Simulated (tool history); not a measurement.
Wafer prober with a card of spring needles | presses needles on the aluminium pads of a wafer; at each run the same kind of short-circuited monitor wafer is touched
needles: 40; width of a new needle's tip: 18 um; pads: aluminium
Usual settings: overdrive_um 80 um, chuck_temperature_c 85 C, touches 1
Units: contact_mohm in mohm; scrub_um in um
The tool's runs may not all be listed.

run   hour  overdrive_um  chuck_temperature_c  touches  contact_mohm  scrub_um
  1      0            80                   85        1           234     14.13
       7.6  -- tips cleaned on abrasive film
  2    8.6            80                   85        1           239      14.6
      15.4  -- tips cleaned on abrasive film
  3   16.1            80                   26        1           217     14.53
      23.1  -- tips cleaned on abrasive film
  4   24.5            80                   26        1           218     14.52
      31.3  -- tips cleaned on abrasive film
  5   33.7            80                   26        1           219     14.45
      39.4  -- tips cleaned on abrasive film
  6   44.3            80                   26        1           219     14.49
      47.1  -- tips cleaned on abrasive film
  7   53.1            80                   85        2           235     14.04
      54.8  -- tips cleaned on abrasive film
  8   61.5            80                   85        1           231     14.41
      62.2  -- tips cleaned on abrasive film
      70.4  -- tips cleaned on abrasive film
  9     73            80                   85        1           237     14.48
        78  -- tips cleaned on abrasive film
 10   82.9            80                   85        1           235     14.25
      85.9  -- tips cleaned on abrasive film
 11   92.4            80                   85        1           234     14.41
      93.8  -- tips cleaned on abrasive film
     101.3  -- tips cleaned on abrasive film
 12  101.9            80                   85        1           234     14.52
     108.8  -- tips cleaned on abrasive film
 13  111.5            80                   85        1           236     14.37
     116.8  -- tips cleaned on abrasive film
 14  122.3            80                   85        1           233     14.46
     124.7  -- tips cleaned on abrasive film
 15  129.1            80                   70        1           229     14.27
     132.2  -- tips cleaned on abrasive film
 16    136            80                   85        1           236      14.4
     140.5  -- tips cleaned on abrasive film
 17  145.4            80                  107        3           237      14.3
     148.5  -- tips cleaned on abrasive film
 18  151.1            67                  107        2           246     12.23
     156.4  -- tips cleaned on abrasive film
 19  159.3            67                  107        2           245        12
     164.7  -- tips cleaned on abrasive film
 20  168.1            94                   40        2           222     17.21
     172.4  -- tips cleaned on abrasive film
 21  176.4            62                  117        3           245     11.02
     179.9  -- tips cleaned on abrasive film
 22  183.9            85                  117        3           240     15.37
     187.3  -- tips cleaned on abrasive film
 23  191.1            85                  117        3           239     15.51
     194.7  -- tips cleaned on abrasive film
 24  201.5            85                  117        3           244     15.31
     202.2  -- tips cleaned on abrasive film
 25  208.3            63                   46        3           227     11.32
     210.1  -- tips cleaned on abrasive film
     217.7  -- tips cleaned on abrasive film
 26  218.9            82                   32        2           221     14.67
     225.1  -- tips cleaned on abrasive film
 27  228.8            96                   73        2           226     17.39
     232.5  -- tips cleaned on abrasive film
     240.5  -- tips cleaned on abrasive film
 28  240.8            76                   85        2           237     13.57
 29  247.6            60                   26        2           222     10.66
     248.2  -- tips cleaned on abrasive film
     256.3  -- tips cleaned on abrasive film
 30  257.1            82                   48        2           225     14.91
     264.4  -- tips cleaned on abrasive film
 31    268            96                  103        1           239     17.06
       272  -- tips cleaned on abrasive film
 32  279.2            93                   27        2           222     16.67

3 ways to go on from here, each from the tool as it stands after run 32. What would each give?
       280  -- tips cleaned on abrasive film
  A  285.2            80                   77        2             ?         ?
       280  -- tips cleaned on abrasive film
  B  285.2            87                   29        1             ?         ?
       280  -- tips cleaned on abrasive film
  C  285.2            93                   29        1             ?         ?

run  contact_mohm  scrub_um
  A           233     14.19
  B           218     15.63
  C           221     16.94
Without the tool's hidden state the same runs would have given:
run  contact_mohm  scrub_um
  A           233      14.2
  B           218     15.63
  C           221     16.95
